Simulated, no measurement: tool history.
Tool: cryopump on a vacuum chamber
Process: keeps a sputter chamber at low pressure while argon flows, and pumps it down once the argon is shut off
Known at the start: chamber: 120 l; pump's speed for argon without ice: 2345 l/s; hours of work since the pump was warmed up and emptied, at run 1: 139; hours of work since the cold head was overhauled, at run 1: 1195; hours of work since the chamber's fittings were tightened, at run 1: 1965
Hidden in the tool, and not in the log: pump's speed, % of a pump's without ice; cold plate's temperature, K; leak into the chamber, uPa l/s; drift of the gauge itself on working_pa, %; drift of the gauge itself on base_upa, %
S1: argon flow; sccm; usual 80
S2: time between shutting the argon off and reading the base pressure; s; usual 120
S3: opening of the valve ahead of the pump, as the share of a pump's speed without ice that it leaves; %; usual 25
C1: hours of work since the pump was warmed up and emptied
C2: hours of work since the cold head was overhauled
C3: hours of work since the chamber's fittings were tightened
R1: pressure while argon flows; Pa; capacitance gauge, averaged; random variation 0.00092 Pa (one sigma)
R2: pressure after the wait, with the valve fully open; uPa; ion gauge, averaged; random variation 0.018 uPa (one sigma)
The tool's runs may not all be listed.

run    hour   S1   S2  S3   C1    C2    C3      R1    R2
  1     0.0   80  120  25  139  1195  1965  0.2355  0.85
  2    43.3   80  120  25  176  1232  2002  0.2338  0.83
  3    95.1   80  120  25  220  1275  2045  0.2350  0.87
  4   143.3   80  120  25  260  1316  2086  0.2380  0.86
  5   182.0   80  120  25  293  1348  2119  0.2377  0.87
  6   227.7   80  120  25  331  1387  2157  0.2391  0.91
  7   265.8   80  120  25  364  1419  2189  0.2405  0.87
  8   295.0   80  120  25  388  1444  2214  0.2397  0.94
  9   323.4   80  120  25  412  1468  2238  0.2418  0.87
 10   354.9   80  120  25  439  1494  2265  0.2424  0.94
 11   397.0   80  120  25  474  1530  2300  0.2419  0.93
      419.2  -- pump warmed up, emptied and cooled again
 12   439.7   80  120  25   17  1562  2332  0.2337  0.88
      489.5  -- leaking fittings of the chamber tightened, without venting
 13   494.8   80  120  25   62  1606     4  0.2330  0.58
 14   538.0   80  120  15   98  1643    41  0.3894  0.61
 15   577.9   80  120  15  132  1676    75  0.3897  0.61
 16   628.1   80  120  15  174  1719   117  0.3915  0.60
 17   663.8   80  120  15  205  1749   147  0.3889  0.60
 18   702.5   80  120  15  237  1781   180  0.3896  0.60
 19   744.9   80  120  15  273  1817   215  0.3934  0.62
 20   774.9   80  120  15  298  1843   241  0.3938  0.60
 21   822.7   80  120  15  339  1883   281  0.3949  0.67
 22   861.5   80  120  15  371  1915   314  0.3928  0.62
 23   913.0   55   27  22  415  1959   357  0.1879  2.16
 24   936.1   80  120  28  434  1978   377  0.2181  0.66
 25   990.8   75   55  17  480  2025   423  0.3308  1.20
     1002.8  -- pump warmed up, emptied and cooled again
 26  1030.1   75   42  22   23  2053   452  0.2464  1.44
 27  1079.9  105   23  31   65  2095   494  0.2498  2.47
 28  1106.5   68   38  25   87  2118   516  0.1981  1.55
 29  1150.9   68   38  25  125  2155   553  0.1996  1.59
 30  1192.7   68   38  25  160  2191   589  0.2007  1.65
 31  1247.7   68   38  25  206  2237   635  0.2003  1.63
 32  1270.7   68   38  25  226  2256   655  0.2009  1.63
 33  1303.6   34  209  37  254  2284   682  0.0684  0.49
 34  1355.6  154  203  23  297  2328   726  0.5001  0.52
 35  1401.9  154  203  23  337  2367   765  0.4996  0.50

The same runs without the tool's hidden state, with the same run-to-run variation:
run      R1    R2
  1  0.2317  0.58
  2  0.2292  0.56
  3  0.2294  0.58
  4  0.2313  0.55
  5  0.2300  0.56
  6  0.2305  0.58
  7  0.2310  0.53
  8  0.2295  0.59
  9  0.2308  0.52
 10  0.2306  0.58
 11  0.2291  0.55
 12  0.2322  0.58
 13  0.2305  0.56
 14  0.3861  0.59
 15  0.3855  0.58
 16  0.3863  0.56
 17  0.3830  0.56
 18  0.3827  0.55
 19  0.3856  0.56
 20  0.3854  0.54
 21  0.3854  0.60
 22  0.3825  0.54
 23  0.1798  2.07
 24  0.2057  0.57
 25  0.3179  1.10
 26  0.2448  1.38
 27  0.2462  2.40
 28  0.1954  1.48
 29  0.1961  1.51
 30  0.1964  1.56
 31  0.1952  1.53
 32  0.1953  1.52
 33  0.0652  0.38
 34  0.4834  0.40
 35  0.4811  0.38
